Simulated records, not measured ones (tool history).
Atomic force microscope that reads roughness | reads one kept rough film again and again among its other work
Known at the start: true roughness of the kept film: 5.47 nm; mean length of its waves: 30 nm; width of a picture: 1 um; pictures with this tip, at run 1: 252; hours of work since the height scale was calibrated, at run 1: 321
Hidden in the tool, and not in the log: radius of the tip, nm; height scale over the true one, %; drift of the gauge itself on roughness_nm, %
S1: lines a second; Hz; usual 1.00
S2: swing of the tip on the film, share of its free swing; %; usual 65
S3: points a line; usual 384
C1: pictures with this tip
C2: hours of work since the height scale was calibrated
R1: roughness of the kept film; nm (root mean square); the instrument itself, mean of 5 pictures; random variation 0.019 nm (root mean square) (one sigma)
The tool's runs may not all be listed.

Run 1, hour 0.0: usual settings; C1 252; C2 321. Result: R1 4.108 nm (root mean square).
At hour 9.2: new tip fitted.
Run 2, hour 11.9: usual settings but S3 318; C1 3; C2 327. Result: R1 4.644 nm (root mean square).
Run 3, hour 24.2: usual settings but S3 318; C1 16; C2 333. Result: R1 4.655 nm (root mean square).
Run 4, hour 35.5: usual settings but S3 318; C1 28; C2 339. Result: R1 4.604 nm (root mean square).
Run 5, hour 48.5: usual settings but S2 71 %; C1 41; C2 345. Result: R1 4.502 nm (root mean square).
Run 6, hour 61.0: usual settings but S2 71 %; C1 54; C2 352. Result: R1 4.486 nm (root mean square).
Run 7, hour 72.2: usual settings; C1 66; C2 357. Result: R1 4.562 nm (root mean square).
Run 8, hour 85.7: usual settings but S1 3.60 Hz; C1 80; C2 364. Result: R1 4.127 nm (root mean square).
Run 9, hour 100.8: usual settings but S1 3.60 Hz; C1 96; C2 372. Result: R1 4.127 nm (root mean square).
Run 10, hour 114.6: usual settings but S3 672; C1 110; C2 379. Result: R1 4.459 nm (root mean square).
Run 11, hour 129.5: usual settings but S3 672; C1 126; C2 386. Result: R1 4.402 nm (root mean square).
Run 12, hour 143.7: usual settings but S2 56 %; C1 140; C2 393. Result: R1 4.481 nm (root mean square).
Run 13, hour 158.8: usual settings but S2 56 %; C1 156; C2 401. Result: R1 4.391 nm (root mean square).
Run 14, hour 170.1: usual settings but S2 56 %; C1 168; C2 407. Result: R1 4.381 nm (root mean square).
Run 15, hour 177.3: usual settings but S2 61 %; C1 176; C2 410. Result: R1 4.316 nm (root mean square).
Run 16, hour 186.4: usual settings but S1 0.92 Hz, S2 61 %; C1 185; C2 415. Result: R1 4.318 nm (root mean square).
Run 17, hour 196.6: usual settings but S1 0.92 Hz, S2 61 %; C1 196; C2 420. Result: R1 4.318 nm (root mean square).
Run 18, hour 209.7: usual settings but S1 0.92 Hz, S2 61 %; C1 209; C2 427. Result: R1 4.292 nm (root mean square).
At hour 211.8: height scale calibrated on a step standard.
Run 19, hour 217.3: usual settings; C1 216; C2 3. Result: R1 4.268 nm (root mean square).
Run 20, hour 231.4: usual settings; C1 231; C2 10. Result: R1 4.199 nm (root mean square).
Run 21, hour 245.7: usual settings; C1 246; C2 17. Result: R1 4.189 nm (root mean square).
Run 22, hour 256.7: usual settings but S1 1.35 Hz, S2 60 %, S3 595; C1 257; C2 23. Result: R1 4.175 nm (root mean square).
At hour 260.4: new tip fitted.
Run 23, hour 270.7: usual settings but S1 1.35 Hz, S2 60 %, S3 595; C1 10; C2 29. Result: R1 4.690 nm (root mean square).
Run 24, hour 279.9: usual settings but S1 1.35 Hz, S2 60 %, S3 595; C1 20; C2 34. Result: R1 4.626 nm (root mean square).
Run 25, hour 288.1: usual settings but S1 0.67 Hz, S2 60 %, S3 620; C1 28; C2 38. Result: R1 4.717 nm (root mean square).
At hour 296.1: height scale calibrated on a step standard, once more.
Run 26, hour 299.2: usual settings but S1 1.97 Hz, S2 73 %, S3 431; C1 39; C2 2. Result: R1 4.244 nm (root mean square).
Run 27, hour 310.2: usual settings but S1 0.86 Hz, S2 67 %, S3 431; C1 51; C2 7. Result: R1 4.527 nm (root mean square).
Run 28, hour 322.1: usual settings but S1 0.86 Hz, S2 67 %, S3 596; C1 63; C2 13. Result: R1 4.497 nm (root mean square).
Run 29, hour 330.5: usual settings but S1 1.80 Hz, S2 60 %; C1 72; C2 17. Result: R1 4.439 nm (root mean square).
Run 30, hour 340.1: usual settings but S2 70 %, S3 852; C1 82; C2 22. Result: R1 4.404 nm (root mean square).
Run 31, hour 352.6: usual settings but S1 1.31 Hz, S2 57 %, S3 852; C1 95; C2 29. Result: R1 4.511 nm (root mean square).
Run 32, hour 362.1: usual settings but S1 1.31 Hz, S2 57 %, S3 852; C1 105; C2 33. Result: R1 4.506 nm (root mean square).
Run 33, hour 374.4: usual settings but S2 82 %; C1 118; C2 40. Result: R1 4.148 nm (root mean square).
Run 34, hour 386.9: usual settings but S3 926; C1 131; C2 46. Result: R1 4.388 nm (root mean square).
Run 35, hour 397.5: usual settings but S1 2.37 Hz; C1 142; C2 51. Result: R1 4.159 nm (root mean square).
Run 36, hour 412.7: usual settings but S1 1.76 Hz, S2 62 %, S3 691; C1 157; C2 59. Result: R1 4.250 nm (root mean square).
Run 37, hour 422.4: usual settings but S2 64 %, S3 291; C1 168; C2 64. Result: R1 4.283 nm (root mean square).
Run 38, hour 435.6: usual settings but S2 64 %, S3 291; C1 181; C2 70. Result: R1 4.228 nm (root mean square).
Run 39, hour 444.8: usual settings but S1 1.23 Hz, S3 663; C1 191; C2 75. Result: R1 4.247 nm (root mean square).
Run 40, hour 453.8: usual settings but S1 1.22 Hz, S2 74 %, S3 568; C1 200; C2 80. Result: R1 4.094 nm (root mean square).
Run 41, hour 460.9: usual settings but S1 1.22 Hz, S2 72 %, S3 270; C1 208; C2 83. Result: R1 4.046 nm (root mean square).
Run 42, hour 469.8: usual settings but S1 1.46 Hz, S3 703; C1 217; C2 88. Result: R1 4.153 nm (root mean square).

How the hidden state differs across the entries between the runs, from the last listed run before each to the first after it:
Between runs 1 and 2: new tip fitted (hour 9.2)
  radius of the tip, nm: 11.4 -> 5.2; height scale over the true one, %: 0.56 -> 0.57
  measured less the result without the state, R1: -0.542 -> +0.006 nm (root mean square)
Between runs 18 and 19: height scale calibrated on a step standard (hour 211.8)
  radius of the tip, nm: 10.2 -> 10.3; height scale over the true one, %: 0.76 -> 0.94
  measured less the result without the state, R1: -0.441 -> -0.442 nm (root mean square)
Between runs 22 and 23: new tip fitted (hour 260.4)
  radius of the tip, nm: 11.3 -> 5.5; height scale over the true one, %: 0.98 -> 0.99
  measured less the result without the state, R1: -0.516 -> -0.008 nm (root mean square)
Between runs 25 and 26: height scale calibrated on a step standard, once more (hour 296.1)
  radius of the tip, nm: 6 -> 6.3; height scale over the true one, %: 1.01 -> 0.04
  measured less the result without the state, R1: -0.053 -> -0.112 nm (root mean square)
